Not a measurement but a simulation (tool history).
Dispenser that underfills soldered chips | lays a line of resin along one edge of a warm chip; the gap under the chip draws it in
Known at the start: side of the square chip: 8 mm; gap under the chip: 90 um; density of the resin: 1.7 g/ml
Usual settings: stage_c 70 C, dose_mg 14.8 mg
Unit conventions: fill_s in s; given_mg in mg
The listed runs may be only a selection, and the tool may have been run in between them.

run 1 hour=0.0 | stage_c=70 dose_mg=14.8 | fill_s=54.7 given_mg=12.82
run 2 hour=8.4 | stage_c=66 dose_mg=14.8 | fill_s=75.9 given_mg=14.73
run 3 hour=13.7 | stage_c=70 dose_mg=14.8 | fill_s=77.6 given_mg=14.85
run 4 hour=21.6 | stage_c=70 dose_mg=14.8 | fill_s=56.9 given_mg=14.64
run 5 hour=26.7 | stage_c=70 dose_mg=14.8 | fill_s=65.8 given_mg=14.68
run 6 hour=32.3 | stage_c=70 dose_mg=14.8 | fill_s=77.8 given_mg=14.60
run 7 hour=38.1 | stage_c=70 dose_mg=14.8 | fill_s=53.4 given_mg=14.42
run 8 hour=42.3 | stage_c=70 dose_mg=14.8 | fill_s=60.8 given_mg=14.46
run 9 hour=48.2 | stage_c=70 dose_mg=14.8 | fill_s=71.7 given_mg=14.37
run 10 hour=54.5 | stage_c=83 dose_mg=14.8 | fill_s=29.6 given_mg=14.32
run 11 hour=61.8 | stage_c=83 dose_mg=14.8 | fill_s=37.6 given_mg=14.24
run 12 hour=67.5 | stage_c=75 dose_mg=14.8 | fill_s=59.2 given_mg=14.18
run 13 hour=73.7 | stage_c=75 dose_mg=14.8 | fill_s=40.2 given_mg=14.07
run 14 hour=81.1 | stage_c=75 dose_mg=14.8 | fill_s=50.2 given_mg=14.22
run 15 hour=85.0 | stage_c=75 dose_mg=14.8 | fill_s=56.3 given_mg=14.03
run 16 hour=89.7 | stage_c=75 dose_mg=14.8 | fill_s=65.7 given_mg=14.07
run 17 hour=94.6 | stage_c=79 dose_mg=16.9 | fill_s=36.7 given_mg=15.95
run 18 hour=101.7 | stage_c=60 dose_mg=12.6 | fill_s=96.4 given_mg=11.70
run 19 hour=109.0 | stage_c=60 dose_mg=12.6 | fill_s=121.8 given_mg=11.75
run 20 hour=114.0 | stage_c=82 dose_mg=13.7 | fill_s=34.4 given_mg=12.82
run 21 hour=117.9 | stage_c=67 dose_mg=13.8 | fill_s=64.2 given_mg=12.92
run 22 hour=125.2 | stage_c=82 dose_mg=14.8 | fill_s=47.7 given_mg=13.59
run 23 hour=130.6 | stage_c=82 dose_mg=14.8 | fill_s=30.4 given_mg=13.70
run 24 hour=135.7 | stage_c=82 dose_mg=14.8 | fill_s=36.0 given_mg=13.45
run 25 hour=142.7 | stage_c=74 dose_mg=17.7 | fill_s=57.6 given_mg=16.26
run 26 hour=148.2 | stage_c=70 dose_mg=16.8 | fill_s=45.0 given_mg=15.32
run 27 hour=151.8 | stage_c=64 dose_mg=15.5 | fill_s=62.6 given_mg=14.02
run 28 hour=155.9 | stage_c=67 dose_mg=14.9 | fill_s=64.0 given_mg=13.50
run 29 hour=163.2 | stage_c=57 dose_mg=16.8 | fill_s=115.7 given_mg=15.16
run 30 hour=167.8 | stage_c=71 dose_mg=12.7 | fill_s=47.2 given_mg=11.42
run 31 hour=171.7 | stage_c=70 dose_mg=12.8 | fill_s=55.5 given_mg=11.58
run 32 hour=177.0 | stage_c=63 dose_mg=14.4 | fill_s=81.2 given_mg=12.91

Taken out of this log: 10 entries between the listed runs. Where each belongs, and how the hidden state differs across it:
From run 1 to run 2: dispensing valve cleaned and set on the balance (hour 2.6)
  resin's viscosity, % of fresh resin's: 115.9 -> 145.2; dose that the valve gives, % of what is set: 87.62 -> 99.76; true chip temperature over the reading, C: 0.13 -> 0.15
  what was measured, less what the result would be without the hidden state, fill_s: +8.6 -> +23.2 s; given_mg: -1.82 -> -0.04 mg
From run 3 to run 4: new syringe of resin (hour 14.9)
  resin's viscosity, % of fresh resin's: 170.8 -> 122.6; dose that the valve gives, % of what is set: 99.42 -> 98.95; true chip temperature over the reading, C: 0.16 -> 0.18
  what was measured, less what the result would be without the hidden state, fill_s: +32.0 -> +10.2 s; given_mg: -0.09 -> -0.16 mg
From run 6 to run 7: new syringe of resin (hour 34.0)
  resin's viscosity, % of fresh resin's: 169.7 -> 114.5; dose that the valve gives, % of what is set: 98.31 -> 97.94; true chip temperature over the reading, C: 0.2 -> 0.22
  what was measured, less what the result would be without the hidden state, fill_s: +31.8 -> +6.5 s; given_mg: -0.26 -> -0.30 mg
From run 9 to run 10: new syringe of resin (hour 53.0)
  resin's viscosity, % of fresh resin's: 156.1 -> 102.9; dose that the valve gives, % of what is set: 97.32 -> 96.97; true chip temperature over the reading, C: 0.24 -> 0.26
  what was measured, less what the result would be without the hidden state, fill_s: +25.4 -> +0.7 s; given_mg: -0.40 -> -0.45 mg
From run 12 to run 13: new syringe of resin (hour 72.2)
  resin's viscosity, % of fresh resin's: 152.7 -> 105.5; dose that the valve gives, % of what is set: 96.14 -> 95.79; true chip temperature over the reading, C: 0.29 -> 0.3
  what was measured, less what the result would be without the hidden state, fill_s: +20.3 -> +2.0 s; given_mg: -0.57 -> -0.63 mg
From run 16 to run 17: new syringe of resin (hour 91.1)
  resin's viscosity, % of fresh resin's: 172 -> 112; dose that the valve gives, % of what is set: 94.79 -> 94.51; true chip temperature over the reading, C: 0.34 -> 0.35
  what was measured, less what the result would be without the hidden state, fill_s: +27.2 -> +3.7 s; given_mg: -0.77 -> -0.93 mg
From run 19 to run 20: new syringe of resin (hour 110.3)
  resin's viscosity, % of fresh resin's: 173.6 -> 111.7; dose that the valve gives, % of what is set: 93.64 -> 93.36; true chip temperature over the reading, C: 0.38 -> 0.39
  what was measured, less what the result would be without the hidden state, fill_s: +52.1 -> +3.7 s; given_mg: -0.80 -> -0.92 mg
From run 22 to run 23: new syringe of resin (hour 129.3)
  resin's viscosity, % of fresh resin's: 157.2 -> 102.8; dose that the valve gives, % of what is set: 92.65 -> 92.35; true chip temperature over the reading, C: 0.42 -> 0.43
  what was measured, less what the result would be without the hidden state, fill_s: +17.2 -> +0.8 s; given_mg: -1.08 -> -1.13 mg
From run 25 to run 26: new syringe of resin (hour 148.2)
  resin's viscosity, % of fresh resin's: 148.7 -> 99.3; dose that the valve gives, % of what is set: 91.63 -> 91.34; true chip temperature over the reading, C: 0.46 -> 0.47
  what was measured, less what the result would be without the hidden state, fill_s: +18.4 -> -0.6 s; given_mg: -1.49 -> -1.46 mg
From run 29 to run 30: new syringe of resin (hour 167.4)
  resin's viscosity, % of fresh resin's: 156.9 -> 101.1; dose that the valve gives, % of what is set: 90.44 -> 90.2; true chip temperature over the reading, C: 0.51 -> 0.52
  what was measured, less what the result would be without the hidden state, fill_s: +41.1 -> +1.4 s; given_mg: -1.60 -> -1.25 mg
